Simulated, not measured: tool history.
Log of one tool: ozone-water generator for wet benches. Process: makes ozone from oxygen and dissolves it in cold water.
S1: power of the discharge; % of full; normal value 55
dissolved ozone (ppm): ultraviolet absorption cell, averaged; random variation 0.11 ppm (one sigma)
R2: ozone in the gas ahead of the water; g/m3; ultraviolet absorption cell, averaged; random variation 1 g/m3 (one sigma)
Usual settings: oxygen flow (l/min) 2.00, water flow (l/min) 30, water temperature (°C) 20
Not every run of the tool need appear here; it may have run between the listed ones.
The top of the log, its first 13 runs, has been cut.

Run 14, hour 1488.8: usual settings but oxygen flow (l/min) 3.17, water flow (l/min) 21. Result: dissolved ozone (ppm) 13.0, R2 138.3 g/m3.
Run 15, hour 1576.7: usual settings but oxygen flow (l/min) 3.17, water flow (l/min) 21. Result: dissolved ozone (ppm) 12.7, R2 140.3 g/m3.
Run 16, hour 1667.2: usual settings but oxygen flow (l/min) 3.17, water flow (l/min) 39. Result: dissolved ozone (ppm) 7.4, R2 138.0 g/m3.
At hour 1793.0: gauge calibrated.
Run 17, hour 1793.0: usual settings but oxygen flow (l/min) 1.12, water flow (l/min) 22, water temperature (°C) 13. Result: dissolved ozone (ppm) 9.0, R2 219.2 g/m3.
Run 18, hour 1889.3: usual settings but S1 48 % of full, oxygen flow (l/min) 3.10, water flow (l/min) 28, water temperature (°C) 13. Result: dissolved ozone (ppm) 9.5, R2 127.2 g/m3.
Run 19, hour 1987.0: usual settings but oxygen flow (l/min) 1.86. Result: dissolved ozone (ppm) 7.9, R2 176.6 g/m3.
Run 20, hour 2079.2: usual settings but S1 59 % of full, oxygen flow (l/min) 1.86. Result: dissolved ozone (ppm) 8.3, R2 188.9 g/m3.
Run 21, hour 2178.1: usual settings but S1 59 % of full, oxygen flow (l/min) 1.86. Result: dissolved ozone (ppm) 8.3, R2 186.4 g/m3.
Run 22, hour 2305.3: usual settings but S1 59 % of full, oxygen flow (l/min) 1.86. Result: dissolved ozone (ppm) 8.3, R2 187.0 g/m3.
Run 23, hour 2442.6: usual settings but S1 56 % of full, oxygen flow (l/min) 1.17, water flow (l/min) 38, water temperature (°C) 18. Result: dissolved ozone (ppm) 5.1, R2 215.6 g/m3.
Run 24, hour 2576.8: usual settings but S1 56 % of full, oxygen flow (l/min) 1.17, water flow (l/min) 38, water temperature (°C) 18. Result: dissolved ozone (ppm) 5.0, R2 216.4 g/m3.
Run 25, hour 2725.2: usual settings but S1 45 % of full, oxygen flow (l/min) 1.11, water flow (l/min) 20, water temperature (°C) 19. Result: dissolved ozone (ppm) 8.1, R2 185.3 g/m3.
Run 26, hour 2811.9: usual settings but S1 74 % of full, oxygen flow (l/min) 1.96, water flow (l/min) 45, water temperature (°C) 16. Result: dissolved ozone (ppm) 6.9, R2 217.0 g/m3.
Run 27, hour 2936.9: usual settings but S1 74 % of full, oxygen flow (l/min) 1.96, water flow (l/min) 45, water temperature (°C) 16. Result: dissolved ozone (ppm) 6.6, R2 216.8 g/m3.
At hour 3050.1: water thermometer calibrated.
Run 28, hour 3089.4: usual settings but S1 74 % of full, oxygen flow (l/min) 1.96, water flow (l/min) 45, water temperature (°C) 16. Result: dissolved ozone (ppm) 6.8, R2 215.6 g/m3.

Forecast run 29:
Run 29, hour 3244.7: usual settings but S1 74 % of full, oxygen flow (l/min) 2.27, water flow (l/min) 31, water temperature (°C) 16. Result: dissolved ozone (ppm) ?, R2 ?.

dissolved ozone (ppm): 10.5
R2: 202.2 g/m3
With the hidden condition absent and the run-to-run variation left alone, this run would have shown dissolved ozone (ppm) 10.6, R2 207.6 g/m3.
